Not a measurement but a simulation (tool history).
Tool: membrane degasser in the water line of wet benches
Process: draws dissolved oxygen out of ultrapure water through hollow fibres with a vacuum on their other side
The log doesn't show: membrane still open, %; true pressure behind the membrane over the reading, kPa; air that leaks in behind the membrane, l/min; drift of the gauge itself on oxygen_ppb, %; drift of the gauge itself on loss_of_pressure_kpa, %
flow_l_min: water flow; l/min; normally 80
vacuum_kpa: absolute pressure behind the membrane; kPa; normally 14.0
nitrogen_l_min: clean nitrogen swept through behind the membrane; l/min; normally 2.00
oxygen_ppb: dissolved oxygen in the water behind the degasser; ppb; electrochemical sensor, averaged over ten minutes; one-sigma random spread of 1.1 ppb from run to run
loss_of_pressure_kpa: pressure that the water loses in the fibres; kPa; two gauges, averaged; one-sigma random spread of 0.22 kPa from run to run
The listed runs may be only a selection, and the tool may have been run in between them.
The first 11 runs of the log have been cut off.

run,hour,flow_l_min,vacuum_kpa,nitrogen_l_min,hours since the membrane was changed,hours since the vacuum gauge was calibrated,hours since the vacuum lines were made tight,oxygen_ppb,loss_of_pressure_kpa
12,1694.3,80,14.0,3.45,9950,8171,8171,554.1,65.30
# hour 1784.8: vacuum gauge calibrated
13,1911.3,80,14.0,3.45,10167,127,8387,541.4,65.06
14,2107.0,80,14.0,0.82,10363,322,8583,1453.9,65.11
15,2244.5,80,12.2,2.00,10500,460,8720,695.5,65.39
16,2417.9,80,12.2,2.00,10673,633,8894,694.7,65.34
17,2590.1,62,14.0,2.42,10846,805,9066,572.4,50.23
18,2710.0,95,9.6,2.48,10966,925,9186,517.0,77.51
19,2919.1,80,14.2,2.00,11175,1134,9395,835.8,65.06
20,3013.8,63,29.4,2.00,11269,1229,9490,1478.0,51.35
21,3190.1,73,13.0,2.04,11446,1405,9666,688.8,59.59
22,3281.0,73,13.0,2.04,11537,1496,9757,688.6,60.06
23,3428.2,55,13.0,1.65,11684,1643,9904,642.9,45.18
24,3638.5,80,10.0,2.05,11894,1854,10114,534.1,65.45
25,3820.7,80,14.0,1.19,12076,2036,10296,1168.1,65.73
26,3996.6,80,27.8,4.23,12252,2212,10472,962.3,65.58
27,4087.7,82,14.0,2.00,12343,2303,10563,839.4,67.60
28,4213.6,123,14.0,2.70,12469,2429,10689,977.9,100.67
29,4352.4,75,14.0,1.67,12608,2568,10828,892.3,61.61
30,4520.3,75,14.0,1.67,12776,2735,10996,890.6,61.94
31,4661.0,82,10.9,2.00,12917,2876,11137,623.9,67.41
32,4792.1,74,10.9,2.00,13048,3007,11268,571.1,60.75

Predict each of these 4 candidate next runs independently; none follows another, all start after run 32:
A,4962.2,49,30.6,4.55,13218,3177,11438,?,?
B,4962.2,80,14.0,1.29,13218,3177,11438,?,?
C,4962.2,58,13.9,2.00,13218,3177,11438,?,?
D,4962.2,80,10.6,1.10,13218,3177,11438,?,?

run,oxygen_ppb,loss_of_pressure_kpa
A,655.7,40.46
B,1115.8,65.93
C,629.2,47.80
D,884.9,66.05
What these runs would have given with no unlogged condition in the tool:
run,oxygen_ppb,loss_of_pressure_kpa
A,643.9,38.63
B,1103.7,62.95
C,618.7,45.65
D,871.9,63.07
